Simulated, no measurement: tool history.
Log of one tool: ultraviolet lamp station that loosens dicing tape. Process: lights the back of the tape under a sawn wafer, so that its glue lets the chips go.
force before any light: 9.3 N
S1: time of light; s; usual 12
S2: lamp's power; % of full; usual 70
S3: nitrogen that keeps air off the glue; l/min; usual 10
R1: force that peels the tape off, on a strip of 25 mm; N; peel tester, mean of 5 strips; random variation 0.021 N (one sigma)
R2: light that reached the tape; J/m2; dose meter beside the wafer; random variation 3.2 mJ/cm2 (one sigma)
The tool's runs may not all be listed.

run	hour	S1	S2	S3	R1	R2
1	0.0	12	70	10	1.835	3560
2	16.2	12	70	10	1.957	3540
3	40.1	12	70	10	1.882	3480
4	55.6	12	70	10	1.908	3490
5	68.6	12	70	10	1.934	3520
6	86.2	12	70	10	1.946	3430
7	109.3	12	70	10	2.010	3420
8	128.3	12	70	10	2.033	3330
9	140.9	12	70	10	2.101	3310
10	154.7	12	70	10	2.082	3310
11	172.3	12	70	10	2.047	3290
12	191.5	12	70	10	2.135	3240
13	205.6	12	70	10	2.094	3290
14	224.6	12	66	10	2.392	3020
15	248.3	12	66	5	3.369	2920
16	269.3	12	66	5	3.494	2860
17	294.1	15	70	6	2.358	3760
18	305.3	8	70	10	3.691	2020
19	330.3	12	90	6	2.299	3800
20	346.1	10	70	4	4.276	2410
21	365.5	18	63	5	2.347	3970
22	382.2	21	97	12	0.278	8150
23	402.9	21	97	4	0.837	8060
24	425.7	21	97	4	0.854	7960
25	449.7	19	69	11	0.909	5000
26	471.8	19	69	11	0.354	7450
27	482.3	8	73	11	1.934	3350
28	500.8	8	85	3	3.310	3840

Not shown: 3 entries that the log had between the listed runs. Between which runs, and how does the tool's hidden state differ before and after?
Between runs 14 and 15: window cleaned of glue's vapour (hour 227.3)
  lamp's light, % of a new lamp's: 71.6 -> 70.9; light that the window lets through, % of a clean one's: 89.3 -> 87.8
  measured less the result without the state, R1: +1.243 -> +1.508 N; R2: -1700 -> -1770 J/m2
Between runs 21 and 22: window cleaned of glue's vapour, once more (hour 372.9)
  lamp's light, % of a new lamp's: 67.4 -> 66.9; light that the window lets through, % of a clean one's: 86.5 -> 99.9
  measured less the result without the state, R1: +1.403 -> +0.146 N; R2: -2820 -> -4060 J/m2
Between runs 25 and 26: lamp changed (hour 454.4)
  lamp's light, % of a new lamp's: 64.9 -> 97.5; light that the window lets through, % of a clean one's: 99.1 -> 98.9
  measured less the result without the state, R1: +0.595 -> +0.031 N; R2: -2760 -> -270 J/m2
